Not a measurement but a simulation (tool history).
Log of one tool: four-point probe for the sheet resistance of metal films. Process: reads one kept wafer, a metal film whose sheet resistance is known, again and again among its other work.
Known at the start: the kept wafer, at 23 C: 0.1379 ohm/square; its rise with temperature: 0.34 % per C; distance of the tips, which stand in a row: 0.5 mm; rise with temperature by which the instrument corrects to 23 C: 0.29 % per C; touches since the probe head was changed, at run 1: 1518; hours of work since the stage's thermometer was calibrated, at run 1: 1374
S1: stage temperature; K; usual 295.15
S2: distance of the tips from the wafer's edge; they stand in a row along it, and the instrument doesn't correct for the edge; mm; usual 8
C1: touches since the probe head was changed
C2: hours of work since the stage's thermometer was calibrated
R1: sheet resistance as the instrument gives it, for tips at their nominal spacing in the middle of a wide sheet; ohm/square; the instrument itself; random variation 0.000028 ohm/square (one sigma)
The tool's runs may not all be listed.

Run 1, hour 0.0: usual settings; C1 1518; C2 1374. Result: R1 0.138223 ohm/square.
Run 2, hour 8.4: usual settings; C1 1628; C2 1378. Result: R1 0.138198 ohm/square.
Run 3, hour 21.9: usual settings; C1 1805; C2 1386. Result: R1 0.138209 ohm/square.
Run 4, hour 40.3: usual settings; C1 2047; C2 1397. Result: R1 0.138286 ohm/square.
Run 5, hour 52.3: usual settings; C1 2204; C2 1404. Result: R1 0.138293 ohm/square.
Run 6, hour 67.4: usual settings; C1 2402; C2 1413. Result: R1 0.138185 ohm/square.
Run 7, hour 80.6: usual settings; C1 2576; C2 1421. Result: R1 0.138269 ohm/square.
Run 8, hour 95.5: usual settings but S2 46 mm; C1 2770; C2 1429. Result: R1 0.138017 ohm/square.
Run 9, hour 111.7: usual settings but S2 46 mm; C1 2982; C2 1439. Result: R1 0.138004 ohm/square.
Run 10, hour 128.4: usual settings but S1 299.15 K; C1 3202; C2 1448. Result: R1 0.138568 ohm/square.
Run 11, hour 139.9: usual settings but S1 299.15 K; C1 3353; C2 1455. Result: R1 0.138592 ohm/square.
Run 12, hour 147.8: usual settings but S1 299.15 K, S2 42 mm; C1 3456; C2 1460. Result: R1 0.138267 ohm/square.
Run 13, hour 155.8: usual settings but S2 3 mm; C1 3560; C2 1464. Result: R1 0.140049 ohm/square.
Run 14, hour 169.0: usual settings but S1 296.15 K, S2 3 mm; C1 3734; C2 1472. Result: R1 0.140106 ohm/square.
Run 15, hour 181.0: usual settings but S1 293.15 K, S2 7 mm; C1 3891; C2 1479. Result: R1 0.138213 ohm/square.
Run 16, hour 193.4: usual settings but S1 303.15 K, S2 20 mm; C1 4054; C2 1486. Result: R1 0.138626 ohm/square.
Run 17, hour 207.2: usual settings but S1 297.15 K, S2 35 mm; C1 4234; C2 1494. Result: R1 0.138165 ohm/square.
Run 18, hour 221.0: usual settings but S1 294.15 K, S2 40 mm; C1 4416; C2 1502. Result: R1 0.137954 ohm/square.

5 ways to go on from here, each from the tool as it stands after run 18. What would each give?
Run A, hour 234.0: usual settings but S1 308.15 K, S2 40 mm; C1 4586; C2 1510. Result: R1 ?.
Run B, hour 234.0: usual settings but S1 300.15 K, S2 48 mm; C1 4586; C2 1510. Result: R1 ?.
Run C, hour 234.0: usual settings but S2 12 mm; C1 4586; C2 1510. Result: R1 ?.
Run D, hour 234.0: usual settings but S1 298.15 K, S2 7 mm; C1 4586; C2 1510. Result: R1 ?.
Run E, hour 234.0: usual settings but S2 17 mm; C1 4586; C2 1510. Result: R1 ?.

run        R1
  A  0.138964
  B  0.138327
  C  0.138099
  D  0.138570
  E  0.138096
Without the tool's hidden state the same runs would have given:
run        R1
  A  0.138780
  B  0.138146
  C  0.137920
  D  0.138390
  E  0.137917
